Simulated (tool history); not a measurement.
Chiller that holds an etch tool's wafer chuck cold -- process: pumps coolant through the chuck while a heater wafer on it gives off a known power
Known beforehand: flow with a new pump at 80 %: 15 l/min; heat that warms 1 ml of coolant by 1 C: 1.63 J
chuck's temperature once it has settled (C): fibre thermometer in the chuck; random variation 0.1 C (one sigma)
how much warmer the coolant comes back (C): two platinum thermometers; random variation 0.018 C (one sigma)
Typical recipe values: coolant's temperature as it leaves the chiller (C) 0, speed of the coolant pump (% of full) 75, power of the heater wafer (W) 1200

run    hour  coolant's temperature as it leaves the chiller (C)  speed of the coolant pump (% of full)  power of the heater wafer (W)  chuck's temperature once it has settled (C)  how much warmer the coolant comes back (C)
  1       0                                                   0                                     75                           1200                                         14.8                                        3.19
  2    41.2                                                   0                                     75                           1200                                         14.9                                         3.2
  3    78.2                                                   0                                     89                           1200                                         12.9                                        2.67
  4   107.3                                                   0                                     89                           1200                                         12.9                                        2.66
  5   145.1                                                   0                                     89                           1200                                           13                                        2.67
  6   173.3                                                   0                                     89                           1200                                         13.1                                        2.67
  7   205.4                                                   0                                     67                           1200                                         16.4                                        3.57
  8   228.4                                                   5                                     67                           1200                                         21.1                                        3.57
  9   258.1                                                   5                                     67                           1200                                         21.2                                        3.58
 10     303                                                   0                                     75                            767                                          9.3                                        2.04
 11   343.7                                                   0                                     70                           1200                                         15.8                                        3.48
 12   362.7                                                   0                                     75                           1200                                         14.8                                        3.22
 13   401.9                                                   0                                     75                           1200                                         14.9                                        3.22
 14   438.1                                                   0                                     75                           1200                                         14.9                                        3.22
 15   471.4                                                   0                                     75                           1200                                         14.9                                        3.19
 16     513                                                   0                                     75                           1200                                         14.3                                         3.1
 17     545                                                   0                                     75                           1200                                         14.6                                        3.12
 18   584.7                                                   0                                     75                           1200                                         14.5                                        3.14
 19   604.9                                                   0                                     97                            627                                            6                                        1.25
 20   623.3                                                   2                                     76                            840                                         12.1                                        2.16
 21   647.6                                                   9                                     74                            610                                         16.7                                        1.62
 22   676.1                                                   9                                     74                            610                                         16.4                                         1.6
 23   706.6                                                  -2                                     89                           1200                                         10.8                                        2.63
 24   746.9                                                  -2                                     75                           1200                                         12.6                                        3.11
 25   773.3                                                   2                                     90                           1200                                         14.3                                        2.58
 26   801.2                                                   2                                     90                            710                                          9.4                                        1.54
 27   835.6                                                   2                                     90                            934                                         11.6                                           2
 28   876.7                                                  -9                                     67                           1100                                          6.1                                        3.22
 29     902                                                  -9                                     67                           1100                                          5.8                                        3.21
 30   940.9                                                  -8                                     75                            660                                          0.2                                        1.71
 31   969.9                                                  -8                                     63                           1213                                          9.4                                        3.76
 32  1008.6                                                   7                                     62                           1069                                         22.6                                        3.39
 33  1032.1                                                   0                                     78                           1200                                         14.2                                           3

Not shown here: 3 entries made in the log between runs. Locate each between two listed runs and compare the hidden state at the listed run before it with the hidden state at the listed run after it:
Logged between run 7 and run 8: chiller's thermometer calibrated (hour 211.9)
  coolant's true temperature over the reading, C: 0.4 -> 0.05
  the result without the hidden state subtracted from the measured one, chuck's temperature once it has settled (C): +2.4 -> +2.1; how much warmer the coolant comes back (C): +0.06 -> +0.06
Logged between run 10 and run 11: coolant pump overhauled (hour 310.1)
  heat passed by the chuck's channels, % of clean ones': 86.9 -> 86.8; flow at a given pump speed, % of a new pump's: 98.3 -> 97.3
  the result without the hidden state subtracted from the measured one, chuck's temperature once it has settled (C): +1.3 -> +2.2; how much warmer the coolant comes back (C): +0.03 -> +0.1
Logged between run 15 and run 16: coolant pump overhauled, once more (hour 504.3)
  heat passed by the chuck's channels, % of clean ones': 86.6 -> 86.5; flow at a given pump speed, % of a new pump's: 97.2 -> 100.5
  the result without the hidden state subtracted from the measured one, chuck's temperature once it has settled (C): +2.1 -> +1.8; how much warmer the coolant comes back (C): +0.09 -> -0.01
